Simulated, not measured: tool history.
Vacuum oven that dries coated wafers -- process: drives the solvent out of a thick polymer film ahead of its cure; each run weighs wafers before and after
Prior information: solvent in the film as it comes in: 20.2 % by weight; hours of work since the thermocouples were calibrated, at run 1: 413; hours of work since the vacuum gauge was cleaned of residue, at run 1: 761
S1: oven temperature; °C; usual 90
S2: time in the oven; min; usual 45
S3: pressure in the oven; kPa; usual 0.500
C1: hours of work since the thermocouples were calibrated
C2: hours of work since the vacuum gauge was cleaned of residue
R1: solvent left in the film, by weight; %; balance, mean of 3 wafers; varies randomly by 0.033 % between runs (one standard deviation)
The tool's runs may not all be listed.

{"run": 1, "hour": 0.0, "S1": 90, "S2": 45, "S3": 0.5, "C1": 413, "C2": 761, "R1": 2.83}
{"run": 2, "hour": 34.2, "S1": 90, "S2": 45, "S3": 0.496, "C1": 435, "C2": 784, "R1": 2.81}
{"run": 3, "hour": 92.1, "S1": 90, "S2": 45, "S3": 0.5, "C1": 473, "C2": 822, "R1": 2.81}
{"run": 4, "hour": 124.6, "S1": 90, "S2": 45, "S3": 0.5, "C1": 495, "C2": 843, "R1": 2.82}
{"run": 5, "hour": 176.5, "S1": 90, "S2": 45, "S3": 0.5, "C1": 529, "C2": 878, "R1": 2.86}
{"run": 6, "hour": 211.7, "S1": 88, "S2": 45, "S3": 0.5, "C1": 552, "C2": 901, "R1": 3.21}
{"run": 7, "hour": 270.8, "S1": 90, "S2": 45, "S3": 0.5, "C1": 591, "C2": 940, "R1": 2.83}
{"run": 8, "hour": 312.4, "S1": 90, "S2": 45, "S3": 0.265, "C1": 618, "C2": 967, "R1": 2.54}
{"run": 9, "hour": 345.3, "S1": 90, "S2": 45, "S3": 0.265, "C1": 640, "C2": 989, "R1": 2.56}
{"run": 10, "hour": 387.0, "S1": 90, "S2": 45, "S3": 0.265, "C1": 668, "C2": 1016, "R1": 2.53}
{"run": 11, "hour": 412.6, "S1": 90, "S2": 45, "S3": 0.378, "C1": 684, "C2": 1033, "R1": 2.71}
{"run": 12, "hour": 472.3, "S1": 90, "S2": 27, "S3": 0.378, "C1": 724, "C2": 1072, "R1": 5.17}
{"run": 13, "hour": 529.8, "S1": 90, "S2": 27, "S3": 0.334, "C1": 762, "C2": 1110, "R1": 5.03}
{"hour": 567.2, "done": "oven's thermocouples calibrated"}
{"run": 14, "hour": 567.2, "S1": 99, "S2": 45, "S3": 0.5, "C1": 0, "C2": 1134, "R1": 1.52}
{"run": 15, "hour": 602.6, "S1": 99, "S2": 45, "S3": 0.5, "C1": 23, "C2": 1157, "R1": 1.46}
{"run": 16, "hour": 635.1, "S1": 90, "S2": 33, "S3": 0.5, "C1": 45, "C2": 1178, "R1": 4.22}
{"run": 17, "hour": 681.1, "S1": 90, "S2": 33, "S3": 0.5, "C1": 75, "C2": 1209, "R1": 4.16}
{"run": 18, "hour": 720.7, "S1": 90, "S2": 45, "S3": 0.504, "C1": 101, "C2": 1235, "R1": 2.81}
{"hour": 748.0, "done": "oven's thermocouples calibrated, once more"}
{"hour": 757.5, "done": "vacuum gauge cleaned of residue and calibrated"}
{"run": 19, "hour": 757.5, "S1": 90, "S2": 45, "S3": 0.504, "C1": 5, "C2": 0, "R1": 2.75}
{"run": 20, "hour": 797.8, "S1": 82, "S2": 45, "S3": 0.5, "C1": 32, "C2": 27, "R1": 4.62}
{"run": 21, "hour": 830.3, "S1": 82, "S2": 45, "S3": 0.5, "C1": 53, "C2": 48, "R1": 4.58}
{"run": 22, "hour": 857.3, "S1": 90, "S2": 59, "S3": 0.5, "C1": 71, "C2": 66, "R1": 1.79}
{"run": 23, "hour": 893.0, "S1": 90, "S2": 59, "S3": 0.5, "C1": 95, "C2": 89, "R1": 1.81}
{"run": 24, "hour": 946.8, "S1": 80, "S2": 45, "S3": 0.461, "C1": 130, "C2": 125, "R1": 5.01}
{"run": 25, "hour": 971.6, "S1": 91, "S2": 45, "S3": 1.329, "C1": 146, "C2": 141, "R1": 3.65}
{"run": 26, "hour": 1006.6, "S1": 90, "S2": 45, "S3": 1.249, "C1": 169, "C2": 164, "R1": 3.77}
{"run": 27, "hour": 1046.2, "S1": 90, "S2": 45, "S3": 1.249, "C1": 195, "C2": 190, "R1": 3.79}
{"run": 28, "hour": 1076.5, "S1": 90, "S2": 45, "S3": 1.249, "C1": 215, "C2": 210, "R1": 3.83}
{"run": 29, "hour": 1132.9, "S1": 90, "S2": 73, "S3": 0.781, "C1": 253, "C2": 247, "R1": 1.74}
{"run": 30, "hour": 1189.6, "S1": 90, "S2": 22, "S3": 0.953, "C1": 290, "C2": 285, "R1": 6.83}
{"run": 31, "hour": 1229.1, "S1": 90, "S2": 22, "S3": 0.953, "C1": 316, "C2": 311, "R1": 6.95}
{"run": 32, "hour": 1267.0, "S1": 91, "S2": 22, "S3": 0.953, "C1": 341, "C2": 336, "R1": 6.63}
{"run": 33, "hour": 1297.0, "S1": 91, "S2": 53, "S3": 0.95, "C1": 361, "C2": 355, "R1": 2.55}
{"run": 34, "hour": 1349.7, "S1": 102, "S2": 35, "S3": 0.355, "C1": 395, "C2": 390, "R1": 1.52}
{"run": 35, "hour": 1384.0, "S1": 102, "S2": 35, "S3": 0.355, "C1": 418, "C2": 413, "R1": 1.52}
{"run": 36, "hour": 1413.6, "S1": 102, "S2": 35, "S3": 0.355, "C1": 437, "C2": 432, "R1": 1.53}
{"run": 37, "hour": 1446.3, "S1": 78, "S2": 49, "S3": 0.5, "C1": 459, "C2": 454, "R1": 5.21}
{"run": 38, "hour": 1505.7, "S1": 78, "S2": 49, "S3": 0.5, "C1": 498, "C2": 493, "R1": 5.31}
{"run": 39, "hour": 1563.0, "S1": 91, "S2": 49, "S3": 1.072, "C1": 536, "C2": 531, "R1": 3.08}
{"run": 40, "hour": 1612.8, "S1": 91, "S2": 49, "S3": 1.072, "C1": 569, "C2": 563, "R1": 3.05}
{"run": 41, "hour": 1641.9, "S1": 91, "S2": 45, "S3": 0.5, "C1": 588, "C2": 583, "R1": 2.49}
{"run": 42, "hour": 1686.7, "S1": 91, "S2": 45, "S3": 0.5, "C1": 617, "C2": 612, "R1": 2.63}
{"run": 43, "hour": 1714.7, "S1": 91, "S2": 45, "S3": 1.137, "C1": 636, "C2": 631, "R1": 3.4}
{"run": 44, "hour": 1748.3, "S1": 91, "S2": 45, "S3": 1.137, "C1": 658, "C2": 653, "R1": 3.4}
{"run": 45, "hour": 1786.1, "S1": 81, "S2": 48, "S3": 0.408, "C1": 683, "C2": 678, "R1": 4.35}
{"run": 46, "hour": 1835.0, "S1": 101, "S2": 55, "S3": 0.5, "C1": 715, "C2": 710, "R1": 0.96}

For each run, the measured value with the value that run would have given without the tool's hidden condition subtracted. The run-to-run variation is shared by both, the gauge scatter possibly not:
Unlogged tool condition in this case: true wafer temperature over the reading, C; true pressure over the reading, kPa; drift of the gauge itself on solvent_pct, %.
run=1 R1=+0.19
run=2 R1=+0.20
run=3 R1=+0.20
run=4 R1=+0.21
run=5 R1=+0.21
run=6 R1=+0.22
run=7 R1=+0.21
run=8 R1=+0.22
run=9 R1=+0.22
run=10 R1=+0.22
run=11 R1=+0.23
run=12 R1=+0.15
run=13 R1=+0.15
run=14 R1=+0.17
run=15 R1=+0.17
run=16 R1=+0.12
run=17 R1=+0.11
run=18 R1=+0.18
run=19 R1=+0.05
run=20 R1=+0.07
run=21 R1=+0.07
run=22 R1=+0.06
run=23 R1=+0.06
run=24 R1=+0.09
run=25 R1=+0.07
run=26 R1=+0.07
run=27 R1=+0.08
run=28 R1=+0.08
run=29 R1=+0.10
run=30 R1=+0.06
run=31 R1=+0.05
run=32 R1=+0.05
run=33 R1=+0.10
run=34 R1=+0.07
run=35 R1=+0.07
run=36 R1=+0.07
run=37 R1=+0.15
run=38 R1=+0.16
run=39 R1=+0.12
run=40 R1=+0.12
run=41 R1=+0.12
run=42 R1=+0.12
run=43 R1=+0.11
run=44 R1=+0.11
run=45 R1=+0.17
run=46 R1=+0.14
